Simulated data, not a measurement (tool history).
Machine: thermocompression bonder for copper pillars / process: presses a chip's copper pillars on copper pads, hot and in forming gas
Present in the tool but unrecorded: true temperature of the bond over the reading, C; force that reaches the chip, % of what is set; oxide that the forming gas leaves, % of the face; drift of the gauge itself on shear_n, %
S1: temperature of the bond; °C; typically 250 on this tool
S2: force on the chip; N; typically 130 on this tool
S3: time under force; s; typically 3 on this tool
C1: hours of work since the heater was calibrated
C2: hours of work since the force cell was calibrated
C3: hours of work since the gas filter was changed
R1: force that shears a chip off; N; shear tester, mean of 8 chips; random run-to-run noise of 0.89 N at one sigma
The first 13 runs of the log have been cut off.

run 14 hour=108.1 | S1=250 S2=161 S3=3 | C1=514 C2=113 C3=75 | R1=76.2
run 15 hour=114.4 | S1=250 S2=161 S3=3 | C1=516 C2=116 C3=77 | R1=75.5
run 16 hour=119.4 | S1=250 S2=130 S3=3 | C1=519 C2=118 C3=79 | R1=62.9
run 17 hour=125.8 | S1=267 S2=130 S3=3 | C1=521 C2=120 C3=82 | R1=77.9
run 18 hour=136.1 | S1=267 S2=130 S3=3 | C1=526 C2=125 C3=86 | R1=75.3
run 19 hour=145.5 | S1=267 S2=98 S3=3 | C1=530 C2=129 C3=90 | R1=60.2
run 20 hour=153.8 | S1=267 S2=98 S3=3 | C1=533 C2=132 C3=94 | R1=61.2
run 21 hour=162.6 | S1=268 S2=98 S3=3 | C1=537 C2=136 C3=98 | R1=61.2
run 22 hour=169.1 | S1=250 S2=187 S3=2 | C1=540 C2=139 C3=100 | R1=73.4

What will run 23 give?
run 23 hour=176.9 | S1=221 S2=81 S3=2 | C1=543 C2=142 C3=104 | R1=?

R1: 17.6 N
If the tool had no hidden condition, the same run with the same run-to-run variation would have returned R1 23.1 N.

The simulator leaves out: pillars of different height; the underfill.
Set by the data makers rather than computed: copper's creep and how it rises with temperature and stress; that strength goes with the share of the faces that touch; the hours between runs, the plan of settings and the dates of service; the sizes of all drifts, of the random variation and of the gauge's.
